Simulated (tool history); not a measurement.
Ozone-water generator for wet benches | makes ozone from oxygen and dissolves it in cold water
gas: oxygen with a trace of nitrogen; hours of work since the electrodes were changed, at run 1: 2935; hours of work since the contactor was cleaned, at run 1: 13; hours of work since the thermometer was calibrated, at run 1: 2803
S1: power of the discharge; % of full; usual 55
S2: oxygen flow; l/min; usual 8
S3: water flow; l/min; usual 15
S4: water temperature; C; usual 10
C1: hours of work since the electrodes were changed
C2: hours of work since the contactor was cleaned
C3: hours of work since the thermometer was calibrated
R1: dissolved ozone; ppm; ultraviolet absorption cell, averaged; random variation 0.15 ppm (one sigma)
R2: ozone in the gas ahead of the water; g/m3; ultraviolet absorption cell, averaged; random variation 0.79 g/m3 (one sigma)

Run 1, hour 0: usual settings; C1 2935; C2 13; C3 2803. Result: R1 16.2 ppm, R2 111.2 g/m3.
Run 2, hour 54.9: usual settings; C1 2969; C2 47; C3 2837. Result: R1 16.1 ppm, R2 112.4 g/m3.
Run 3, hour 175.4: usual settings; C1 3045; C2 123; C3 2913. Result: R1 15.8 ppm, R2 110.5 g/m3.
Run 4, hour 244.8: usual settings but S4 12 C; C1 3088; C2 166; C3 2956. Result: R1 15.6 ppm, R2 110.5 g/m3.
Run 5, hour 310.4: usual settings; C1 3129; C2 208; C3 2997. Result: R1 16.1 ppm, R2 110.2 g/m3.
Run 6, hour 404: usual settings; C1 3188; C2 266; C3 3056. Result: R1 16.1 ppm, R2 109.5 g/m3.
Run 7, hour 472.1: usual settings; C1 3231; C2 309; C3 3099. Result: R1 16.3 ppm, R2 110.5 g/m3.
Run 8, hour 551.1: usual settings; C1 3280; C2 359; C3 3148. Result: R1 16.1 ppm, R2 109.3 g/m3.
Run 9, hour 645.3: usual settings; C1 3339; C2 418; C3 3208. Result: R1 15.9 ppm, R2 108.2 g/m3.
Run 10, hour 768.4: usual settings; C1 3417; C2 495; C3 3285. Result: R1 15.7 ppm, R2 108.8 g/m3.
Run 11, hour 848.1: usual settings but S3 9 l/min; C1 3467; C2 545; C3 3335. Result: R1 22 ppm, R2 107.9 g/m3.
Run 12, hour 933.8: usual settings but S3 9 l/min; C1 3520; C2 599; C3 3389. Result: R1 22.5 ppm, R2 107.9 g/m3.
Run 13, hour 1056.6: usual settings but S1 67 % of full; C1 3597; C2 676; C3 3466. Result: R1 17.6 ppm, R2 120.4 g/m3.
Run 14, hour 1178.6: usual settings but S1 67 % of full; C1 3674; C2 752; C3 3542. Result: R1 17.8 ppm, R2 119.3 g/m3.
Run 15, hour 1282.9: usual settings; C1 3739; C2 818; C3 3608. Result: R1 15.4 ppm, R2 107.9 g/m3.
Run 16, hour 1378.1: usual settings but S2 6.27 l/min; C1 3799; C2 877; C3 3667. Result: R1 16 ppm, R2 124.7 g/m3.
Run 17, hour 1456.2: usual settings but S2 5.5 l/min; C1 3848; C2 926; C3 3716. Result: R1 16.1 ppm, R2 131.6 g/m3.
Run 18, hour 1566.3: usual settings but S1 44 % of full, S2 6.77 l/min; C1 3917; C2 995; C3 3785. Result: R1 13.9 ppm, R2 102.9 g/m3.
Run 19, hour 1641.6: usual settings but S1 54 % of full, S2 6.77 l/min, S4 6 C; C1 3964; C2 1043; C3 3832. Result: R1 16.8 ppm, R2 116.9 g/m3.
Run 20, hour 1736.6: usual settings but S1 54 % of full, S2 6.77 l/min, S4 6 C; C1 4024; C2 1102; C3 3892. Result: R1 16.6 ppm, R2 115.5 g/m3.
Run 21, hour 1853.3: usual settings but S1 42 % of full, S2 6.61 l/min, S4 6 C; C1 4097; C2 1175; C3 3965. Result: R1 14.3 ppm, R2 101 g/m3.
Run 22, hour 1922.1: usual settings but S1 42 % of full, S2 6.61 l/min, S4 6 C; C1 4140; C2 1219; C3 4008. Result: R1 14.5 ppm, R2 101.2 g/m3.
Run 23, hour 2037.3: usual settings but S1 42 % of full, S2 6.61 l/min, S4 6 C; C1 4213; C2 1291; C3 4081. Result: R1 14.3 ppm, R2 101.3 g/m3.
Run 24, hour 2117.3: usual settings but S1 42 % of full, S2 6.61 l/min, S4 6 C; C1 4263; C2 1341; C3 4131. Result: R1 14.3 ppm, R2 101.6 g/m3.
Run 25, hour 2204.5: usual settings but S1 42 % of full, S2 6.61 l/min, S4 6 C; C1 4318; C2 1396; C3 4186. Result: R1 14.5 ppm, R2 100 g/m3.
Run 26, hour 2310.3: usual settings but S3 14 l/min; C1 4384; C2 1462; C3 4252. Result: R1 16.1 ppm, R2 105.2 g/m3.
Run 27, hour 2414.3: usual settings but S1 44 % of full, S2 13.95 l/min, S3 13 l/min; C1 4449; C2 1527; C3 4317. Result: R1 13 ppm, R2 67.9 g/m3.
At hour 2441.9: water thermometer calibrated.
Run 28, hour 2548.2: usual settings but S1 80 % of full, S4 7 C; C1 4533; C2 1611; C3 67. Result: R1 19.8 ppm, R2 129.4 g/m3.

The next listed run, before its measurement:
Run 29, hour 2621.2: usual settings but S1 80 % of full, S4 7 C; C1 4579; C2 1657; C3 112. Result: R1 ?, R2 ?.

R1: 20.1 ppm
R2: 128 g/m3
Without the tool's hidden state the same run would have given R1 24.7 ppm, R2 154.1 g/m3.

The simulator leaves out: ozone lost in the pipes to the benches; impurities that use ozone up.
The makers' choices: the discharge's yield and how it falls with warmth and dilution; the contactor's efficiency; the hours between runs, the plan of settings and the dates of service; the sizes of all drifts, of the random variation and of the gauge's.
